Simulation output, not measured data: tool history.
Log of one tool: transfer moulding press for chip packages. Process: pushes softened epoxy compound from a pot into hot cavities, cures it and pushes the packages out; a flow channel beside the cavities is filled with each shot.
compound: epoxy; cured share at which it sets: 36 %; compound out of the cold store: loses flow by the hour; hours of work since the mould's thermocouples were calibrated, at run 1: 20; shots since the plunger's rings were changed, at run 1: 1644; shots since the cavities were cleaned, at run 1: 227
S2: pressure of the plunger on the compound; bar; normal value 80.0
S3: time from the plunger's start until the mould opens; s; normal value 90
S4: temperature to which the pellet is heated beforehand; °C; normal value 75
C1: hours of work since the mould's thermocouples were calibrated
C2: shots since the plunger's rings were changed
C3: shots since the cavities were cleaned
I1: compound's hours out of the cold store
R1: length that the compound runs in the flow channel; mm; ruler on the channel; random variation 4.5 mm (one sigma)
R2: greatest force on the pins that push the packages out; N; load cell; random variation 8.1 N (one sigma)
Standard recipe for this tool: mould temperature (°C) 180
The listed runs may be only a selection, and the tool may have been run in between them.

Run 1, day 0.000: usual settings; C1 20; C2 1644; C3 227; I1 37.3. Result: R1 590 mm, R2 417 N.
At day 1.212: cavities cleaned with cleaning compound and waxed.
Run 2, day 2.054: usual settings; C1 48; C2 2158; C3 217; I1 38.3. Result: R1 592 mm, R2 423 N.
At day 3.338: cavities cleaned with cleaning compound and waxed.
Run 3, day 4.146: usual settings; C1 77; C2 2683; C3 209; I1 40.3. Result: R1 583 mm, R2 424 N.
At day 5.412: cavities cleaned with cleaning compound and waxed.
Run 4, day 5.938: usual settings but S2 89.1 bar; C1 102; C2 3130; C3 136; I1 31.6. Result: R1 622 mm, R2 393 N.
At day 7.554: cavities cleaned with cleaning compound and waxed.
Run 5, day 7.554: usual settings but mould temperature (°C) 185; C1 124; C2 3532; C3 0; I1 24.2. Result: R1 589 mm, R2 335 N.
At day 8.242: plunger's sealing rings changed.
Run 6, day 8.838: usual settings; C1 141; C2 153; C3 303; I1 41.0. Result: R1 604 mm, R2 447 N.
At day 9.771: cavities cleaned with cleaning compound and waxed.
Run 7, day 10.429: usual settings but mould temperature (°C) 185; C1 163; C2 549; C3 170; I1 42.3. Result: R1 586 mm, R2 390 N.
At day 11.896: cavities cleaned with cleaning compound and waxed.
Run 8, day 11.921: usual settings but mould temperature (°C) 185; C1 183; C2 918; C3 6; I1 29.7. Result: R1 603 mm, R2 322 N.
Run 9, day 13.321: usual settings but mould temperature (°C) 185; C1 203; C2 1280; C3 368; I1 36.7. Result: R1 584 mm, R2 417 N.
At day 14.025: cavities cleaned with cleaning compound and waxed.
Run 10, day 15.692: usual settings but mould temperature (°C) 185, S4 85 °C; C1 236; C2 1876; C3 430; I1 23.5. Result: R1 609 mm, R2 425 N.
At day 16.171: cavities cleaned with cleaning compound and waxed.
Run 11, day 16.917: usual settings but S3 77 s; C1 253; C2 2178; C3 193; I1 21.9. Result: R1 619 mm, R2 510 N.
At day 18.267: cavities cleaned with cleaning compound and waxed.
Run 12, day 19.012: usual settings but S3 77 s; C1 282; C2 2702; C3 192; I1 44.8. Result: R1 574 mm, R2 497 N.
At day 20.408: cavities cleaned with cleaning compound and waxed.
Run 13, day 21.317: usual settings but S3 77 s; C1 314; C2 3281; C3 233; I1 43.0. Result: R1 565 mm, R2 509 N.
At day 22.512: cavities cleaned with cleaning compound and waxed.
At day 23.046: plunger's sealing rings changed.
Run 14, day 23.700: usual settings but S3 77 s; C1 346; C2 169; C3 280; I1 19.4. Result: R1 638 mm, R2 556 N.
At day 24.742: cavities cleaned with cleaning compound and waxed.
Run 15, day 25.296: usual settings but S3 77 s; C1 368; C2 565; C3 144; I1 37.0. Result: R1 606 mm, R2 477 N.
At day 26.892: cavities cleaned with cleaning compound and waxed.
Run 16, day 27.221: usual settings but mould temperature (°C) 179; C1 394; C2 1047; C3 86; I1 15.2. Result: R1 642 mm, R2 417 N.
At day 28.983: cavities cleaned with cleaning compound and waxed.
Run 17, day 29.533: usual settings but mould temperature (°C) 179, S2 78.1 bar; C1 426; C2 1628; C3 143; I1 18.7. Result: R1 629 mm, R2 413 N.
At day 31.042: cavities cleaned with cleaning compound and waxed.
Run 18, day 31.212: usual settings but mould temperature (°C) 179, S2 91.1 bar, S4 79 °C; C1 450; C2 2045; C3 44; I1 23.9. Result: R1 660 mm, R2 386 N.
At day 33.138: cavities cleaned with cleaning compound and waxed.
Run 19, day 33.612: usual settings but mould temperature (°C) 179, S2 91.1 bar, S4 79 °C; C1 483; C2 2649; C3 122; I1 15.3. Result: R1 662 mm, R2 396 N.
Run 20, day 34.750: usual settings but S4 66 °C; C1 499; C2 2943; C3 416; I1 34.0. Result: R1 586 mm, R2 455 N.
At day 35.267: cavities cleaned with cleaning compound and waxed.
Run 21, day 37.021: usual settings but mould temperature (°C) 176, S2 74.3 bar, S4 82 °C; C1 531; C2 3514; C3 453; I1 24.2. Result: R1 593 mm, R2 558 N.
At day 37.388: cavities cleaned with cleaning compound and waxed.
At day 37.867: plunger's sealing rings changed.
Run 22, day 38.638: usual settings but mould temperature (°C) 176, S2 64.9 bar, S3 73 s, S4 82 °C; C1 552; C2 199; C3 297; I1 34.0. Result: R1 565 mm, R2 791 N.

Run 23 has not been measured yet. What should we expect?
At day 39.600: cavities cleaned with cleaning compound and waxed.
Run 23, day 40.725: usual settings but mould temperature (°C) 176, S2 64.9 bar, S3 117 s, S4 76 °C; C1 580; C2 723; C3 291; I1 35.8. Result: R1 ?, R2 ?.

R1: 559 mm
R2: 406 N
Were there no unlogged condition in the tool, this run, its random variation unchanged, would have produced R1 566 mm, R2 322 N.
